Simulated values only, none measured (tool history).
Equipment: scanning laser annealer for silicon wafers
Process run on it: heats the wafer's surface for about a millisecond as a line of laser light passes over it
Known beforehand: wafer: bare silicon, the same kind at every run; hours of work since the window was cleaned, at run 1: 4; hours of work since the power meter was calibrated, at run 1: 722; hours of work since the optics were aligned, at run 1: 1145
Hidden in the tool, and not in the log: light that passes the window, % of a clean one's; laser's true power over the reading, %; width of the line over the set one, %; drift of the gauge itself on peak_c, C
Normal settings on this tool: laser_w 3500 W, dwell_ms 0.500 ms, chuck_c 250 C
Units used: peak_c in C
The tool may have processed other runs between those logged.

run     day  laser_w  dwell_ms  chuck_c  hours of work since the window was cleaned  hours of work since the power meter was calibrated  hours of work since the optics were aligned  peak_c
  1   0.000     3500     0.500      250                                           4                                                 722                                         1145    1002
  2   1.788     3500     0.500      235                                          21                                                 739                                         1162     982
  3   3.671     3500     0.500      235                                          39                                                 757                                         1180     980
  4   5.112     3500     0.500      235                                          53                                                 771                                         1194     979
  5   7.008     3500     0.500      235                                          71                                                 789                                         1212     974
  6   9.108     3500     0.500      250                                          92                                                 809                                         1233     985
  7  11.233     3500     0.500      250                                         112                                                 829                                         1253     985
  8  12.296     3500     0.500      255                                         122                                                 840                                         1263     988
  9  13.246     3500     0.500      255                                         131                                                 849                                         1272     988
 10  14.375     3500     0.500      255                                         142                                                 860                                         1283     986
 11  15.875     3500     0.500      255                                         157                                                 874                                         1298     988
 12  17.996     3500     0.500      255                                         177                                                 894                                         1318     983
 13  19.104     3175     0.406      250                                         188                                                 905                                         1329     845
 14  20.712     3759     0.533      241                                         203                                                 921                                         1344    1048
 15  22.138     3643     0.471      273                                         217                                                 934                                         1358    1010
     22.458  -- laser's power meter calibrated
 16  24.300     3226     0.461      277                                         236                                                  18                                         1377     910
 17  25.408     3500     0.515      247                                         247                                                  28                                         1388     973
     26.188  -- laser's power meter calibrated, once more
 18  26.846     3030     0.498      266                                         259                                                   6                                         1401     875
 19  27.892     3500     0.617      250                                         270                                                  16                                         1411    1028
 20  30.050     3405     0.473      250                                         290                                                  37                                         1431     926
 21  32.283     3400     0.362      239                                         312                                                  59                                         1453     840
 22  33.917     3500     0.550      250                                         327                                                  74                                         1468     986
 23  35.642     3229     0.506      277                                         344                                                  91                                         1485     923

4 ways to go on from here, each from the tool as it stands after run 23. What would each give?
  A  37.329     3464     0.459      282                                         360                                                 107                                         1501       ?
  B  37.329     3229     0.599      277                                         360                                                 107                                         1501       ?
  C  37.329     3703     0.500      277                                         360                                                 107                                         1501       ?
  D  37.329     3493     0.615      272                                         360                                                 107                                         1501       ?

run  peak_c
  A     950
  B     970
  C    1024
  D    1039
The same runs, with their run-to-run variation unchanged, on a tool lacking any hidden condition would have given:
run  peak_c
  A    1009
  B    1031
  C    1090
  D    1107
